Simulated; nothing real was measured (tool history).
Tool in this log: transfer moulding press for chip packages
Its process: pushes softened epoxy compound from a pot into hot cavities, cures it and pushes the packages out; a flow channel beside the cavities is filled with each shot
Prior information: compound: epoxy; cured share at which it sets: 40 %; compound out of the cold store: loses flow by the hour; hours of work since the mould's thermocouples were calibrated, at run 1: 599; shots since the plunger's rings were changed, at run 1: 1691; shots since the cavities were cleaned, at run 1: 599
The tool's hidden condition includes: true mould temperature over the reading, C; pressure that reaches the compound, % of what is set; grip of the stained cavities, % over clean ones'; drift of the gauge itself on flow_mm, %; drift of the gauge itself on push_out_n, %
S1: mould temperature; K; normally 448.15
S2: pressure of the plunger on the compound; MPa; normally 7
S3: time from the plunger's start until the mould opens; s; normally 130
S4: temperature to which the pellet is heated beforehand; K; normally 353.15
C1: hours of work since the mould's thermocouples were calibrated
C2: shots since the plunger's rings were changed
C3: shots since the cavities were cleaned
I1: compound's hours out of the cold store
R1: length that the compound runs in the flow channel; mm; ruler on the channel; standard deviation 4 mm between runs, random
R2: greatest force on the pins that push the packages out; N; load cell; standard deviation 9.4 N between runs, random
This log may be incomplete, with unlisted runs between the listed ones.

run    hour      S1    S2   S3      S4   C1    C2   C3    I1   R1   R2
  1       0  448.15     7  130  353.15  599  1691  599  43.3  491  664
       14.5  -- cavities cleaned with cleaning compound and waxed
  2    59.7  448.15     7  130  353.15  642  2327  495  28.6  503  612
       82.8  -- cavities cleaned with cleaning compound and waxed
  3   100.3  448.15     7  130  353.15  672  2753  191  18.2  524  503
        153  -- mould's thermocouples calibrated
      154.5  -- cavities cleaned with cleaning compound and waxed
  4   162.9  448.15     7  130  353.15    6  3399   93  30.4  499  482
      216.9  -- plunger's sealing rings changed
        226  -- cavities cleaned with cleaning compound and waxed
  5     226  448.15     7  130  353.15   50    82    0    41  505  409
  6   268.8  448.15     7  130  353.15   82   550  468  24.5  534  630
      296.7  -- cavities cleaned with cleaning compound and waxed
  7   310.5  448.15     7  130  353.15  112   988  150  13.7  554  526
        365  -- cavities cleaned with cleaning compound and waxed
  8   370.2  448.15     7  130  353.15  155  1624   57  31.6  507  446
  9   418.5  448.15     7  130  353.15  191  2151  584  34.4  501  691
      437.1  -- cavities cleaned with cleaning compound and waxed
 10   467.2  448.15     7  113  353.15  226  2666  329  19.6  527  691
      509.6  -- cavities cleaned with cleaning compound and waxed
 11   522.7  448.15     7  113  353.15  267  3256  143  21.8  524  583
 12     554  448.15     7  130  353.15  290  3597  484  35.7  484  643
        582  -- cavities cleaned with cleaning compound and waxed
      589.7  -- plunger's sealing rings changed
 13   617.6  448.15     7  119  353.15  334   305  363  35.4  513  637
      655.3  -- cavities cleaned with cleaning compound and waxed
 14     680  448.15     7  119  353.15  380   969  269    29  530  617
 15     714  448.15     7  119  353.15  405  1340  640  31.9  507  702
      726.2  -- cavities cleaned with cleaning compound and waxed
 16   766.6  448.15     7  124  349.15  443  1898  441  14.7  543  657
      798.2  -- cavities cleaned with cleaning compound and waxed
 17   833.4  448.15     7  124  349.15  492  2611  385    39  482  625
      867.2  -- cavities cleaned with cleaning compound and waxed
 18   889.7  453.15     7  130  353.15  532  3209  245  27.9  482  515
      936.2  -- cavities cleaned with cleaning compound and waxed
 19   949.2  448.15  8.68  155  353.15  575  3842  142  45.3  514  466
      963.5  -- plunger's sealing rings changed
     1007.2  -- cavities cleaned with cleaning compound and waxed
 20  1020.8  446.15  8.23  146  356.15  626   609  148  43.6  539  501
 21  1069.2  441.15  8.23  121  356.15  662  1138  677  44.3  539  975
     1079.7  -- cavities cleaned with cleaning compound and waxed
 22  1106.9  448.15  7.99  130  353.15  689  1533  297  17.1  578  569
     1137.4  -- mould's thermocouples calibrated
     1155.3  -- cavities cleaned with cleaning compound and waxed
 23  1174.2  455.15  7.99  130  345.15   26  2229  206  36.1  521  493
     1226.7  -- cavities cleaned with cleaning compound and waxed
 24  1227.8  455.15  7.99  130  344.15   65  2798   12  40.1  500  411
 25  1288.7  443.15     7  130  357.15  110  3463  677  32.8  501  855
     1296.5  -- cavities cleaned with cleaning compound and waxed
     1338.3  -- plunger's sealing rings changed
 26  1353.4  454.15     7  155  357.15  155   164  593  27.7  524  599

5 ways to go on from here, each from the tool as it stands after run 26. What would each give?
     1371.7  -- cavities cleaned with cleaning compound and waxed
  A  1392.7  448.15  6.79  113  346.15  184  578  230  31.9   ?   ?
     1371.7  -- cavities cleaned with cleaning compound and waxed
  B  1392.7  450.15     7  158  344.15  184  578  230    25   ?   ?
     1371.7  -- cavities cleaned with cleaning compound and waxed
  C  1392.7  448.15     7  116  350.15  184  578  230   8.8   ?   ?
     1371.7  -- cavities cleaned with cleaning compound and waxed
  D  1392.7  454.15  7.21  155  358.15  184  578  230  34.8   ?   ?
     1371.7  -- cavities cleaned with cleaning compound and waxed
  E  1392.7  443.15     7  165  353.15  184  578  230  37.7   ?   ?

run   R1   R2
  A  511  642
  B  528  496
  C  574  654
  D  505  508
  E  523  521
Take away the tool's hidden state, keep each run's random variation, and the runs would have read:
run   R1   R2
  A  520  495
  B  537  374
  C  583  505
  D  514  381
  E  532  393
